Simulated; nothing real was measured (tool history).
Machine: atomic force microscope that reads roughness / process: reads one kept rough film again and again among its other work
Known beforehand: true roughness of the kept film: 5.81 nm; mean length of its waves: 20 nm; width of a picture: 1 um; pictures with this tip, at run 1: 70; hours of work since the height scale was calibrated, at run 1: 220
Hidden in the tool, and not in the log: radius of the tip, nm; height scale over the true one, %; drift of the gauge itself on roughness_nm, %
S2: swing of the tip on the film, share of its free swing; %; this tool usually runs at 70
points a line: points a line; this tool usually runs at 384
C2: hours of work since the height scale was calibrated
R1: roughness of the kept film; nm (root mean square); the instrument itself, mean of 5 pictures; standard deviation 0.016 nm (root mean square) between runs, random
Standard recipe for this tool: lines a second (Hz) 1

Run 1, hour 0: usual settings; pictures with this tip 70; C2 220. Result: R1 2.822 nm (root mean square).
Run 2, hour 11: usual settings but S2 59 %; pictures with this tip 89; C2 228. Result: R1 2.749 nm (root mean square).
Run 3, hour 20: usual settings but S2 59 %; pictures with this tip 105; C2 234. Result: R1 2.651 nm (root mean square).
Run 4, hour 28.1: usual settings but S2 59 %; pictures with this tip 119; C2 239. Result: R1 2.538 nm (root mean square).
Run 5, hour 37.2: usual settings; pictures with this tip 135; C2 245. Result: R1 2.379 nm (root mean square).
Run 6, hour 49.9: usual settings but lines a second (Hz) 3.7; pictures with this tip 157; C2 254. Result: R1 1.934 nm (root mean square).
Run 7, hour 55.3: usual settings but lines a second (Hz) 3.7; pictures with this tip 166; C2 258. Result: R1 1.879 nm (root mean square).
At hour 57.1: height scale calibrated on a step standard.
Run 8, hour 65.2: usual settings but lines a second (Hz) 0.59, points a line 709; pictures with this tip 182; C2 5. Result: R1 2.185 nm (root mean square).
Run 9, hour 72.8: usual settings but lines a second (Hz) 0.83, S2 72 %, points a line 536; pictures with this tip 195; C2 11. Result: R1 2.064 nm (root mean square).
Run 10, hour 85: usual settings but S2 86 %, points a line 784; pictures with this tip 216; C2 19. Result: R1 1.849 nm (root mean square).
Run 11, hour 92.3: usual settings but S2 86 %, points a line 784; pictures with this tip 229; C2 24. Result: R1 1.789 nm (root mean square).
Run 12, hour 100.3: usual settings but S2 57 %; pictures with this tip 243; C2 29. Result: R1 1.911 nm (root mean square).

For run 13, what comes out?
At hour 108.3: new tip fitted.
Run 13, hour 109.6: usual settings but lines a second (Hz) 2.19, S2 57 %; pictures with this tip 2; C2 35. Result: R1 ?.

R1: 3.774 nm (root mean square)
With the hidden condition absent and the run-to-run variation left alone, this run would have shown R1 3.857 nm (root mean square).
